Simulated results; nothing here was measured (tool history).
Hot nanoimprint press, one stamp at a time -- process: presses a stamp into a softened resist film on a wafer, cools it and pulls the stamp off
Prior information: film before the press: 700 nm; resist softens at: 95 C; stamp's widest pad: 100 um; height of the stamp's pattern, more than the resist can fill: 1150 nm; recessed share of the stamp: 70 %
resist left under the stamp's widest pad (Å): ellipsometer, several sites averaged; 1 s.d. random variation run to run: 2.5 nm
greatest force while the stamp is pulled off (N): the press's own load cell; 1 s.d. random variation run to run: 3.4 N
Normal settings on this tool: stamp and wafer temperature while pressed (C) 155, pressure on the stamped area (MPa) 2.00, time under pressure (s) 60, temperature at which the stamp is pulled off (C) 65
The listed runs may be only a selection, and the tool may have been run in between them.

run    hour  stamp and wafer temperature while pressed (C)  pressure on the stamped area (MPa)  time under pressure (s)  temperature at which the stamp is pulled off (C)  resist left under the stamp's widest pad (Å)  greatest force while the stamp is pulled off (N)
  1     0.0                                            155                                2.00                       60                                                65                                          4131                                               161
  2    35.5                                            155                                2.00                       60                                                65                                          4125                                               161
  3    79.7                                            155                                2.00                       60                                                65                                          4118                                               164
  4   105.0                                            155                                2.00                       60                                                65                                          4152                                               161
  5   136.7                                            155                                1.61                       60                                                65                                          4585                                               159
      158.0  -- plate thermocouple calibrated
  6   194.8                                            155                                2.28                       60                                                65                                          3859                                               162
  7   238.1                                            155                                2.28                       60                                                65                                          3862                                               163
  8   293.4                                            155                                2.28                       60                                                65                                          3882                                               164
  9   343.2                                            163                                2.00                       60                                                65                                          2841                                               166
 10   371.0                                            163                                2.00                       60                                                65                                          2795                                               164
      389.3  -- stamp cleaned and given a new release coat
 11   432.4                                            163                                2.00                       34                                                65                                          3379                                               162
 12   477.4                                            163                                2.00                       34                                                61                                          3374                                               171
 13   514.2                                            164                                2.00                       60                                                65                                          2699                                               164
 14   566.5                                            155                                2.00                       60                                                65                                          4105                                               165
 15   621.6                                            155                                2.00                       60                                                65                                          4139                                               171
 16   659.1                                            155                                2.00                       60                                                65                                          4146                                               155
      680.6  -- plate thermocouple calibrated
 17   711.8                                            155                                2.00                       60                                                65                                          4126                                               162
 18   735.6                                            155                                2.00                       73                                                64                                          3911                                               165
 19   786.4                                            160                                1.30                       43                                                65                                          4419                                               164
 20   840.9                                            150                                1.54                      100                                                65                                          5100                                               162
 21   887.0                                            153                                1.22                       60                                                70                                          5494                                               152
 22   912.6                                            166                                2.18                       37                                                64                                          2691                                               166
      967.4  -- stamp cleaned and given a new release coat
 23   969.1                                            154                                2.00                       60                                                65                                          4322                                               166
 24   997.9                                            151                                2.00                       60                                                55                                          4975                                               181
     1025.8  -- press's hydraulic seals changed and the load cell set to zero
 25  1055.8                                            151                                2.00                       60                                                55                                          4918                                               183
 26  1081.1                                            151                                2.00                       60                                                55                                          4886                                               184
 27  1122.8                                            151                                1.90                       90                                                59                                          4576                                               173
 28  1174.5                                            151                                1.90                       90                                                59                                          4563                                               179
 29  1200.6                                            151                                1.90                       38                                                52                                          5455                                               186

Here are 5 independent what-if runs from the current tool condition. What would each one return?
     1210.7  -- plate thermocouple calibrated
  A  1231.3                                            163                                2.00                       60                                                51                                             ?                                                 ?
     1210.7  -- plate thermocouple calibrated
  B  1231.3                                            151                                1.67                       38                                                52                                             ?                                                 ?
     1210.7  -- plate thermocouple calibrated
  C  1231.3                                            155                                1.90                       70                                                52                                             ?                                                 ?
     1210.7  -- plate thermocouple calibrated
  D  1231.3                                            150                                2.30                       60                                                65                                             ?                                                 ?
     1210.7  -- plate thermocouple calibrated
  E  1231.3                                            155                                1.99                       60                                                59                                             ?                                                 ?

run  resist left under the stamp's widest pad (Å)  greatest force while the stamp is pulled off (N)
  A                                          2796                                               186
  B                                          5666                                               190
  C                                          4027                                               188
  D                                          4807                                               168
  E                                          4101                                               180
Take away the tool's hidden state, keep each run's random variation, and the runs would have read:
run  resist left under the stamp's widest pad (Å)  greatest force while the stamp is pulled off (N)
  A                                          2796                                               186
  B                                          5666                                               189
  C                                          4027                                               187
  D                                          4807                                               167
  E                                          4100                                               179
